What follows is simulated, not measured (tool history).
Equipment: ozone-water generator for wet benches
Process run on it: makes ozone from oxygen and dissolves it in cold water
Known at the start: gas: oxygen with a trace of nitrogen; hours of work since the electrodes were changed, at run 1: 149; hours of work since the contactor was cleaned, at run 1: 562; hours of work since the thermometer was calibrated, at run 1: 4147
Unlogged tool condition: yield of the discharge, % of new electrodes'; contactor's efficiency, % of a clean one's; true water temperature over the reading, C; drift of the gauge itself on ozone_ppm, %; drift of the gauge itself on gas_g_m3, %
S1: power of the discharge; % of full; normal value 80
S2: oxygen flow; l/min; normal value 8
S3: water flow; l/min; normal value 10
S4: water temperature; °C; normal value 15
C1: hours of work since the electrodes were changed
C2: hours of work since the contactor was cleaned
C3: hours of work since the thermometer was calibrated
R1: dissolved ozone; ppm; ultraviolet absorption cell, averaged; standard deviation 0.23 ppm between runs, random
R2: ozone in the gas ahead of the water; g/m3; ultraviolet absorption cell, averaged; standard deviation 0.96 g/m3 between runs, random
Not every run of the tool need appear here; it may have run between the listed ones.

{"run": 1, "hour": 0.0, "S1": 80, "S2": 8, "S3": 10, "S4": 15, "C1": 149, "C2": 562, "C3": 4147, "R1": 33.7, "R2": 162.9}
{"run": 2, "hour": 29.3, "S1": 80, "S2": 8, "S3": 10, "S4": 15, "C1": 171, "C2": 583, "C3": 4169, "R1": 34, "R2": 162.4}
{"run": 3, "hour": 50.7, "S1": 80, "S2": 8, "S3": 10, "S4": 15, "C1": 187, "C2": 599, "C3": 4184, "R1": 33.7, "R2": 162.8}
{"run": 4, "hour": 69.9, "S1": 80, "S2": 8, "S3": 10, "S4": 15, "C1": 201, "C2": 613, "C3": 4199, "R1": 34.1, "R2": 162}
{"run": 5, "hour": 105.3, "S1": 80, "S2": 8, "S3": 10, "S4": 15, "C1": 228, "C2": 640, "C3": 4225, "R1": 33.9, "R2": 164.2}
{"run": 6, "hour": 139.1, "S1": 80, "S2": 8, "S3": 10, "S4": 15, "C1": 253, "C2": 665, "C3": 4250, "R1": 34.1, "R2": 164.6}
{"run": 7, "hour": 164.4, "S1": 80, "S2": 8, "S3": 10, "S4": 15, "C1": 271, "C2": 683, "C3": 4269, "R1": 33.6, "R2": 163.8}
{"run": 8, "hour": 188.1, "S1": 80, "S2": 8, "S3": 10, "S4": 15, "C1": 289, "C2": 701, "C3": 4286, "R1": 33.7, "R2": 163}
{"run": 9, "hour": 214.9, "S1": 80, "S2": 8, "S3": 10, "S4": 15, "C1": 309, "C2": 721, "C3": 4306, "R1": 33.5, "R2": 161.2}
{"run": 10, "hour": 240.0, "S1": 80, "S2": 8, "S3": 10, "S4": 15, "C1": 327, "C2": 740, "C3": 4325, "R1": 33.6, "R2": 164}
{"run": 11, "hour": 270.3, "S1": 80, "S2": 8, "S3": 10, "S4": 15, "C1": 350, "C2": 762, "C3": 4347, "R1": 33.9, "R2": 162.7}
{"run": 12, "hour": 288.2, "S1": 80, "S2": 8, "S3": 10, "S4": 15, "C1": 363, "C2": 775, "C3": 4361, "R1": 33.7, "R2": 162.2}
{"run": 13, "hour": 315.4, "S1": 80, "S2": 8, "S3": 10, "S4": 15, "C1": 383, "C2": 795, "C3": 4381, "R1": 33.9, "R2": 163}
{"run": 14, "hour": 349.1, "S1": 80, "S2": 8, "S3": 8, "S4": 15, "C1": 408, "C2": 820, "C3": 4406, "R1": 37, "R2": 163.2}
{"run": 15, "hour": 379.9, "S1": 80, "S2": 8, "S3": 8, "S4": 15, "C1": 431, "C2": 843, "C3": 4429, "R1": 36.8, "R2": 164.2}
{"run": 16, "hour": 416.5, "S1": 80, "S2": 8, "S3": 8, "S4": 15, "C1": 458, "C2": 870, "C3": 4456, "R1": 36.9, "R2": 162.1}
{"run": 17, "hour": 436.9, "S1": 80, "S2": 5.48, "S3": 10, "S4": 8, "C1": 473, "C2": 885, "C3": 4471, "R1": 43.2, "R2": 208.8}
{"run": 18, "hour": 474.1, "S1": 57, "S2": 5.48, "S3": 10, "S4": 8, "C1": 501, "C2": 913, "C3": 4498, "R1": 31.8, "R2": 156.5}
{"run": 19, "hour": 492.3, "S1": 57, "S2": 8.8, "S3": 10, "S4": 8, "C1": 514, "C2": 927, "C3": 4512, "R1": 28.2, "R2": 113.5}
{"hour": 498.5, "done": "contactor cleaned"}
{"run": 20, "hour": 522.8, "S1": 80, "S2": 4.29, "S3": 10, "S4": 14, "C1": 534, "C2": 18, "C3": 4532, "R1": 41.2, "R2": 243.1}
{"run": 21, "hour": 548.2, "S1": 80, "S2": 4.29, "S3": 10, "S4": 14, "C1": 553, "C2": 37, "C3": 4550, "R1": 40.5, "R2": 245}
{"run": 22, "hour": 572.1, "S1": 80, "S2": 4.29, "S3": 10, "S4": 10, "C1": 571, "C2": 55, "C3": 4568, "R1": 44, "R2": 246.9}
{"run": 23, "hour": 590.1, "S1": 53, "S2": 9.93, "S3": 7, "S4": 8, "C1": 584, "C2": 68, "C3": 4581, "R1": 29, "R2": 99}
{"run": 24, "hour": 623.7, "S1": 48, "S2": 9.93, "S3": 13, "S4": 8, "C1": 609, "C2": 93, "C3": 4606, "R1": 20.5, "R2": 89.9}
{"hour": 646.1, "done": "contactor cleaned, once more"}
{"run": 25, "hour": 647.6, "S1": 48, "S2": 9.93, "S3": 13, "S4": 8, "C1": 624, "C2": 1, "C3": 4621, "R1": 20.8, "R2": 91.4}
{"run": 26, "hour": 665.7, "S1": 48, "S2": 9.93, "S3": 13, "S4": 8, "C1": 637, "C2": 15, "C3": 4635, "R1": 20.9, "R2": 90.8}
{"run": 27, "hour": 705.5, "S1": 48, "S2": 9.93, "S3": 13, "S4": 8, "C1": 667, "C2": 44, "C3": 4664, "R1": 20.6, "R2": 90.2}
{"run": 28, "hour": 740.0, "S1": 48, "S2": 9.93, "S3": 14, "S4": 8, "C1": 692, "C2": 70, "C3": 4690, "R1": 20, "R2": 90}
{"run": 29, "hour": 770.6, "S1": 63, "S2": 8, "S3": 7, "S4": 15, "C1": 715, "C2": 92, "C3": 4712, "R1": 31.1, "R2": 131.8}
{"run": 30, "hour": 790.5, "S1": 63, "S2": 8, "S3": 7, "S4": 15, "C1": 730, "C2": 107, "C3": 4727, "R1": 31.4, "R2": 131.3}
{"run": 31, "hour": 827.8, "S1": 80, "S2": 8, "S3": 10, "S4": 10, "C1": 757, "C2": 135, "C3": 4755, "R1": 37.8, "R2": 161.6}
{"run": 32, "hour": 845.9, "S1": 80, "S2": 4.36, "S3": 7, "S4": 16, "C1": 771, "C2": 148, "C3": 4768, "R1": 46.9, "R2": 239.8}

How would selected steps in R1 from run to run divide? Give the signed amount a tool lacking its hidden state would still show from settings, what came in and random variation, and the signed amount left for the hidden state, including any gauge scatter that is not in both of the compared results.
Run 17 -> 18: S1 80 -> 57. R1 -11.4 ppm: hidden state +0.3, all else -11.7.
Run 19 -> 20: S1 57 -> 80, S2 8.8 -> 4.29, S4 8 -> 14, contactor cleaned. R1 +13 ppm: hidden state -0.4, all else +13.4.
Run 22 -> 23: S1 80 -> 53, S2 4.29 -> 9.93, S3 10 -> 7, S4 10 -> 8. R1 -15 ppm: hidden state +0.5, all else -15.5.

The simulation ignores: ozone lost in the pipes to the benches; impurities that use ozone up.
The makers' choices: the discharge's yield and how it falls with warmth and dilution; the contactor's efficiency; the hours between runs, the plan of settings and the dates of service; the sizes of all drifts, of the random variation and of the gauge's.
